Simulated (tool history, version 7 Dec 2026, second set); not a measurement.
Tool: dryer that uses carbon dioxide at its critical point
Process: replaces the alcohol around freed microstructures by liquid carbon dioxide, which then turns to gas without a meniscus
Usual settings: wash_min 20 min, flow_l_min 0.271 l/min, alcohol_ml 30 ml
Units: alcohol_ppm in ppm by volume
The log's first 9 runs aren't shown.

{"run": 10, "hour": 458.8, "wash_min": 20, "flow_l_min": 0.271, "alcohol_ml": 30, "alcohol_ppm": 565}
{"run": 11, "hour": 508.6, "wash_min": 20, "flow_l_min": 0.391, "alcohol_ml": 30, "alcohol_ppm": 107}
{"run": 12, "hour": 544.8, "wash_min": 20, "flow_l_min": 0.391, "alcohol_ml": 30, "alcohol_ppm": 114}
{"run": 13, "hour": 602.8, "wash_min": 20, "flow_l_min": 0.391, "alcohol_ml": 30, "alcohol_ppm": 114}
{"run": 14, "hour": 655.4, "wash_min": 15, "flow_l_min": 0.271, "alcohol_ml": 30, "alcohol_ppm": 1569}
{"run": 15, "hour": 691.8, "wash_min": 15, "flow_l_min": 0.271, "alcohol_ml": 30, "alcohol_ppm": 1584}
{"run": 16, "hour": 729.6, "wash_min": 20, "flow_l_min": 0.231, "alcohol_ml": 30, "alcohol_ppm": 1165}
{"run": 17, "hour": 787.7, "wash_min": 20, "flow_l_min": 0.271, "alcohol_ml": 30, "alcohol_ppm": 657}
{"run": 18, "hour": 827.6, "wash_min": 20, "flow_l_min": 0.271, "alcohol_ml": 30, "alcohol_ppm": 676}
{"run": 19, "hour": 861.1, "wash_min": 20, "flow_l_min": 0.271, "alcohol_ml": 30, "alcohol_ppm": 681}
{"run": 20, "hour": 902.0, "wash_min": 20, "flow_l_min": 0.271, "alcohol_ml": 30, "alcohol_ppm": 701}
{"run": 21, "hour": 957.4, "wash_min": 20, "flow_l_min": 0.271, "alcohol_ml": 30, "alcohol_ppm": 725}
{"run": 22, "hour": 990.1, "wash_min": 20, "flow_l_min": 0.271, "alcohol_ml": 69, "alcohol_ppm": 1642}
{"run": 23, "hour": 1032.0, "wash_min": 22, "flow_l_min": 0.406, "alcohol_ml": 39, "alcohol_ppm": 132}
{"run": 24, "hour": 1075.0, "wash_min": 22, "flow_l_min": 0.406, "alcohol_ml": 39, "alcohol_ppm": 132}
{"hour": 1082.4, "done": "inlet filter changed"}
{"run": 25, "hour": 1111.6, "wash_min": 22, "flow_l_min": 0.406, "alcohol_ml": 39, "alcohol_ppm": 96}

The next listed run, before its measurement:
{"run": 26, "hour": 1145.1, "wash_min": 16, "flow_l_min": 0.261, "alcohol_ml": 39, "alcohol_ppm": "?"}

alcohol_ppm: 1670 ppm by volume
Without the tool's hidden state the same run would have given alcohol_ppm 1569 ppm by volume.

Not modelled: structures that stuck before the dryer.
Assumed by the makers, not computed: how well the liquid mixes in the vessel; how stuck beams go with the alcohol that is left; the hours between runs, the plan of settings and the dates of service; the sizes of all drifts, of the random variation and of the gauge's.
